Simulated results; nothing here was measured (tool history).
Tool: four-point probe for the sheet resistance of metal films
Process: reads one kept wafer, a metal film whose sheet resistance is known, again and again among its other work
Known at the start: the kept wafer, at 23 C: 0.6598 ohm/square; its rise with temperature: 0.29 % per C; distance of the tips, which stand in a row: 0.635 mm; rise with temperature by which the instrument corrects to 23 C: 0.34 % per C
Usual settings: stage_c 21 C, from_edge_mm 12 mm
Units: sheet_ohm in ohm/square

Run 1, hour 0: usual settings. Result: sheet_ohm 0.661675 ohm/square.
Run 2, hour 45.2: usual settings but stage_c 23 C. Result: sheet_ohm 0.660669 ohm/square.
Run 3, hour 120.7: usual settings but stage_c 30 C. Result: sheet_ohm 0.658503 ohm/square.
Run 4, hour 192.1: usual settings but stage_c 30 C. Result: sheet_ohm 0.657949 ohm/square.
Run 5, hour 259.9: usual settings but stage_c 30 C. Result: sheet_ohm 0.657434 ohm/square.
Run 6, hour 311.9: usual settings but stage_c 30 C. Result: sheet_ohm 0.657453 ohm/square.
Run 7, hour 356.4: usual settings but from_edge_mm 7 mm. Result: sheet_ohm 0.661228 ohm/square.
Run 8, hour 421.2: usual settings but from_edge_mm 7 mm. Result: sheet_ohm 0.661076 ohm/square.
Run 9, hour 471.7: usual settings but from_edge_mm 5 mm. Result: sheet_ohm 0.663393 ohm/square.
Run 10, hour 502.7: usual settings but from_edge_mm 5 mm. Result: sheet_ohm 0.663206 ohm/square.
Run 11, hour 548.4: usual settings but from_edge_mm 5 mm. Result: sheet_ohm 0.66318 ohm/square.
Run 12, hour 612.4: usual settings but from_edge_mm 5 mm. Result: sheet_ohm 0.662585 ohm/square.
Run 13, hour 656.9: usual settings but stage_c 27 C, from_edge_mm 5 mm. Result: sheet_ohm 0.660416 ohm/square.
Run 14, hour 715: usual settings but stage_c 27 C, from_edge_mm 5 mm. Result: sheet_ohm 0.660567 ohm/square.
Run 15, hour 753.8: usual settings but stage_c 27 C, from_edge_mm 5 mm. Result: sheet_ohm 0.660356 ohm/square.
Run 16, hour 814.9: usual settings but stage_c 27 C, from_edge_mm 5 mm. Result: sheet_ohm 0.659861 ohm/square.
Run 17, hour 884.7: usual settings but stage_c 27 C, from_edge_mm 5 mm. Result: sheet_ohm 0.659669 ohm/square.
At hour 901.1: stage's thermometer calibrated.
Run 18, hour 921.2: usual settings but from_edge_mm 45 mm. Result: sheet_ohm 0.655793 ohm/square.
Run 19, hour 983.1: usual settings but stage_c 22 C, from_edge_mm 23 mm. Result: sheet_ohm 0.655385 ohm/square.
Run 20, hour 1035.9: usual settings but from_edge_mm 8 mm. Result: sheet_ohm 0.657108 ohm/square.
Run 21, hour 1100.6: usual settings but stage_c 32 C, from_edge_mm 10 mm. Result: sheet_ohm 0.652904 ohm/square.
Run 22, hour 1147.6: usual settings but stage_c 29 C, from_edge_mm 19 mm. Result: sheet_ohm 0.65258 ohm/square.
At hour 1208.4: stage's thermometer calibrated, once more.
Run 23, hour 1214.8: usual settings but stage_c 29 C, from_edge_mm 3 mm. Result: sheet_ohm 0.665103 ohm/square.
Run 24, hour 1267: usual settings but stage_c 18 C, from_edge_mm 26 mm. Result: sheet_ohm 0.652526 ohm/square.
Run 25, hour 1326.8: usual settings but stage_c 22 C. Result: sheet_ohm 0.651943 ohm/square.
Run 26, hour 1374.6: usual settings but stage_c 25 C, from_edge_mm 4 mm. Result: sheet_ohm 0.658504 ohm/square.
Run 27, hour 1432.7: usual settings but stage_c 34 C, from_edge_mm 3 mm. Result: sheet_ohm 0.662838 ohm/square.
Run 28, hour 1501.1: usual settings but stage_c 34 C, from_edge_mm 3 mm. Result: sheet_ohm 0.662393 ohm/square.
Run 29, hour 1534.9: usual settings but stage_c 33 C, from_edge_mm 30 mm. Result: sheet_ohm 0.647147 ohm/square.
Run 30, hour 1581.2: usual settings but stage_c 19 C, from_edge_mm 20 mm. Result: sheet_ohm 0.650764 ohm/square.
At hour 1603.2: new probe head fitted.
Run 31, hour 1631.2: usual settings but stage_c 19 C. Result: sheet_ohm 0.664087 ohm/square.
Run 32, hour 1685.7: usual settings but stage_c 19 C. Result: sheet_ohm 0.663777 ohm/square.
Run 33, hour 1750.2: usual settings but stage_c 19 C. Result: sheet_ohm 0.66338 ohm/square.
Run 34, hour 1798.2: usual settings but stage_c 31 C, from_edge_mm 7 mm. Result: sheet_ohm 0.661543 ohm/square.
Run 35, hour 1853.1: usual settings but stage_c 25 C, from_edge_mm 35 mm. Result: sheet_ohm 0.660421 ohm/square.

5 ways to go on from here, each from the tool as it stands after run 35. What would each give?
Run A, hour 1916.8: usual settings but stage_c 20 C, from_edge_mm 19 mm. Result: sheet_ohm ?.
Run B, hour 1916.8: usual settings but stage_c 22 C. Result: sheet_ohm ?.
Run C, hour 1916.8: usual settings but stage_c 34 C, from_edge_mm 30 mm. Result: sheet_ohm ?.
Run D, hour 1916.8: usual settings but stage_c 22 C, from_edge_mm 55 mm. Result: sheet_ohm ?.
Run E, hour 1916.8: usual settings but from_edge_mm 35 mm. Result: sheet_ohm ?.

run  sheet_ohm
  A   0.661577
  B   0.661742
  C   0.657552
  D   0.660674
  E   0.660776
Without the tool's hidden state the same runs would have given:
run  sheet_ohm
  A   0.661027
  B   0.661194
  C   0.657016
  D   0.660127
  E   0.660228
